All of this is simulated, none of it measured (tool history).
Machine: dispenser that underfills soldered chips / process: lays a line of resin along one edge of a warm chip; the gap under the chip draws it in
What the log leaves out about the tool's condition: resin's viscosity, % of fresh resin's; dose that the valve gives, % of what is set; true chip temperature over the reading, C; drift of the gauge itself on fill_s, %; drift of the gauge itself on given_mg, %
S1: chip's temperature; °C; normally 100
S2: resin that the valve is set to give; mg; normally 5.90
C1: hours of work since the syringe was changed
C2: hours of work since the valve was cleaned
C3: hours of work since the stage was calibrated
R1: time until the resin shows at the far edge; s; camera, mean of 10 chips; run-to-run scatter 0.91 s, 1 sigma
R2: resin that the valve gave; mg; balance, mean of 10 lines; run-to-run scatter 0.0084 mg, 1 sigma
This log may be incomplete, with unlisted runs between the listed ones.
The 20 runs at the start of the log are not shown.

{"run": 21, "hour": 90.0, "S1": 88, "S2": 5.47, "C1": 3, "C2": 35, "C3": 112, "R1": 161.1, "R2": 5.409}
{"hour": 94.2, "done": "new syringe of resin"}
{"run": 22, "hour": 96.2, "S1": 89, "S2": 5.79, "C1": 1, "C2": 38, "C3": 115, "R1": 143.5, "R2": 5.726}
{"hour": 101.1, "done": "dispensing valve cleaned and set on the balance"}
{"run": 23, "hour": 101.1, "S1": 98, "S2": 7.65, "C1": 4, "C2": 0, "C3": 118, "R1": 109.3, "R2": 7.652}
{"hour": 104.5, "done": "new syringe of resin"}
{"run": 24, "hour": 105.6, "S1": 99, "S2": 6.77, "C1": 1, "C2": 3, "C3": 120, "R1": 93.9, "R2": 6.757}
{"run": 25, "hour": 109.2, "S1": 95, "S2": 5.65, "C1": 3, "C2": 5, "C3": 122, "R1": 124.1, "R2": 5.63}
{"run": 26, "hour": 112.0, "S1": 95, "S2": 5.65, "C1": 5, "C2": 6, "C3": 124, "R1": 133.8, "R2": 5.638}
{"hour": 113.7, "done": "new syringe of resin"}
{"run": 27, "hour": 117.2, "S1": 95, "S2": 6.48, "C1": 2, "C2": 9, "C3": 127, "R1": 116.1, "R2": 6.463}
{"run": 28, "hour": 120.1, "S1": 95, "S2": 7.13, "C1": 4, "C2": 11, "C3": 129, "R1": 128.7, "R2": 7.106}
{"hour": 122.5, "done": "new syringe of resin"}
{"run": 29, "hour": 126.1, "S1": 95, "S2": 7.13, "C1": 2, "C2": 15, "C3": 132, "R1": 116.9, "R2": 7.079}
{"run": 30, "hour": 129.7, "S1": 112, "S2": 5.34, "C1": 4, "C2": 17, "C3": 135, "R1": 72.2, "R2": 5.303}
{"hour": 131.7, "done": "new syringe of resin"}
{"run": 31, "hour": 132.6, "S1": 112, "S2": 5.34, "C1": 1, "C2": 19, "C3": 136, "R1": 59.7, "R2": 5.294}
{"run": 32, "hour": 136.0, "S1": 115, "S2": 7.12, "C1": 3, "C2": 21, "C3": 138, "R1": 56.6, "R2": 7.056}
{"run": 33, "hour": 138.5, "S1": 87, "S2": 7.51, "C1": 4, "C2": 22, "C3": 140, "R1": 165.3, "R2": 7.452}
{"hour": 140.5, "done": "new syringe of resin"}
{"run": 34, "hour": 144.7, "S1": 87, "S2": 6.52, "C1": 3, "C2": 26, "C3": 143, "R1": 160.8, "R2": 6.463}
{"run": 35, "hour": 148.5, "S1": 90, "S2": 5.38, "C1": 5, "C2": 28, "C3": 146, "R1": 161.6, "R2": 5.34}

Predict each of these 3 candidate next runs independently; none follows another, all start after run 35:
{"hour": 149.5, "done": "new syringe of resin"}
{"run": "A", "hour": 153.0, "S1": 108, "S2": 7.24, "C1": 2, "C2": 31, "C3": 148, "R1": "?", "R2": "?"}
{"hour": 149.5, "done": "new syringe of resin"}
{"run": "B", "hour": 153.0, "S1": 89, "S2": 5.41, "C1": 2, "C2": 31, "C3": 148, "R1": "?", "R2": "?"}
{"hour": 149.5, "done": "new syringe of resin"}
{"run": "C", "hour": 153.0, "S1": 107, "S2": 6.16, "C1": 2, "C2": 31, "C3": 148, "R1": "?", "R2": "?"}

run=A R1=73.8 R2=7.161
run=B R1=153.8 R2=5.352
run=C R1=76.3 R2=6.114
With no hidden state in the tool, these same runs would have given:
run=A R1=64.5 R2=7.236
run=B R1=133.6 R2=5.408
run=C R1=66.6 R2=6.178
